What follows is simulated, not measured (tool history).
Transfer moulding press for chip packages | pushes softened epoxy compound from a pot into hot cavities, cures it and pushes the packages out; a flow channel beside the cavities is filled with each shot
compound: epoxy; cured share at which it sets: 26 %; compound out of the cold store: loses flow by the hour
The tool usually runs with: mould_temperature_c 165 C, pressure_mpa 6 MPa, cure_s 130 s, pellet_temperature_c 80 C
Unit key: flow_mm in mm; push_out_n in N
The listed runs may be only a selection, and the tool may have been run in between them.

run   hour  mould_temperature_c  pressure_mpa  cure_s  pellet_temperature_c  incoming compound's hours out of the cold store  flow_mm  push_out_n
  1      0                  165             6     130                    80                                             27.2      691         412
  2   23.4                  165             6     130                    80                                             10.4      734         407
  3   48.9                  165             6     130                    80                                             11.4      728         432
  4   63.9                  172             6     130                    80                                              8.9      718         360
  5   79.2                  172             6     130                    80                                             41.7      643         361
  6  100.8                  165             6     130                    80                                             43.4      665         425
  7  123.4                  167             6     130                    80                                             20.5      716         404
  8    146                  165             6     130                    80                                             31.3      691         412
  9    164                  165             6     130                    74                                             37.1      684         416
 10    185                  165             6     130                    74                                             30.5      685         404
 11  206.8                  165             6     130                    71                                             45.9      657         415
 12    229                  165             7     130                    80                                             17.6      770         423
 13  241.1                  165             7     130                    80                                             28.4      749         408
 14    257                  170          6.29     125                    80                                             18.2      706         388
 15  280.4                  166             6     130                    80                                             20.8      696         402
 16  291.9                  166             6     130                    80                                             32.9      677         389
 17  313.7                  166          5.86     160                    73                                             29.8      674         366
 18  331.3                  166             6     130                    80                                             13.4      709         407
 19  351.9                  166             6     130                    80                                             18.3      708         405
 20    373                  166             6     130                    80                                             16.8      705         392
 21  399.7                  165             6     130                    80                                             26.4      693         406
 22  417.4                  172           6.3     130                    80                                             36.1      680         364
 23  444.9                  172           6.6     151                    86                                             36.9      689         362
 24  460.4                  172           6.6     151                    86                                             17.8      718         366

Taken out of this log: 3 entries between the listed runs. Where each belongs, and how the hidden state differs across it:
From run 6 to run 7: cavities cleaned with cleaning compound and waxed (hour 106.8)
  pressure that reaches the compound, % of what is set: 99.87 -> 99.86; grip of the stained cavities, % over clean ones': 0.9 -> 0.2
From run 7 to run 8: plunger's sealing rings changed (hour 139.2)
  pressure that reaches the compound, % of what is set: 99.86 -> 100; grip of the stained cavities, % over clean ones': 0.2 -> 0.3
From run 16 to run 17: cavities cleaned with cleaning compound and waxed (hour 299.2)
  grip of the stained cavities, % over clean ones': 0.9 -> 0.1
